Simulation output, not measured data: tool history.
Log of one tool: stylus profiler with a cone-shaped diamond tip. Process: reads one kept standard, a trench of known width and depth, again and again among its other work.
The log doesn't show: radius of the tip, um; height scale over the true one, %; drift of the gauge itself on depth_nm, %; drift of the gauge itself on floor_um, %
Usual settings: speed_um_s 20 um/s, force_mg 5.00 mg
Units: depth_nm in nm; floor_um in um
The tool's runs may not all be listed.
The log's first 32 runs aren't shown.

run	day	speed_um_s	force_mg	scans with this tip	hours of work since the height scale was calibrated	depth_nm	floor_um
33	124.212	20	6.81	5209	92	101.09	48.37
34	126.821	56	1.84	5759	129	100.49	48.21
35	131.404	8	9.23	6725	196	101.33	48.41
36	135.475	8	9.23	7583	255	101.32	48.36
37	140.858	8	9.23	8719	332	101.30	48.34
38	145.775	37	8.72	9755	404	101.23	48.20
39	149.838	37	8.72	10612	462	101.21	48.19
40	152.492	46	3.79	11172	501	100.67	48.15
41	154.800	6	2.08	11658	534	100.39	48.24
42	160.150	6	2.08	12786	612	100.41	48.22
43	162.796	6	2.08	13344	650	100.37	48.19
44	167.446	55	9.67	14324	717	101.28	48.07
45	171.296	11	9.72	15136	773	101.26	48.13

3 ways to go on from here, each from the tool as it stands after run 45. What would each give?
A	175.367	70	6.72	15995	832	?	?
B	175.367	6	9.72	15995	832	?	?
C	175.367	23	6.60	15995	832	?	?

run	depth_nm	floor_um
A	100.94	48.00
B	101.23	48.14
C	100.92	48.10
Without the tool's hidden state the same runs would have given:
run	depth_nm	floor_um
A	101.09	48.47
B	101.38	48.61
C	101.07	48.56
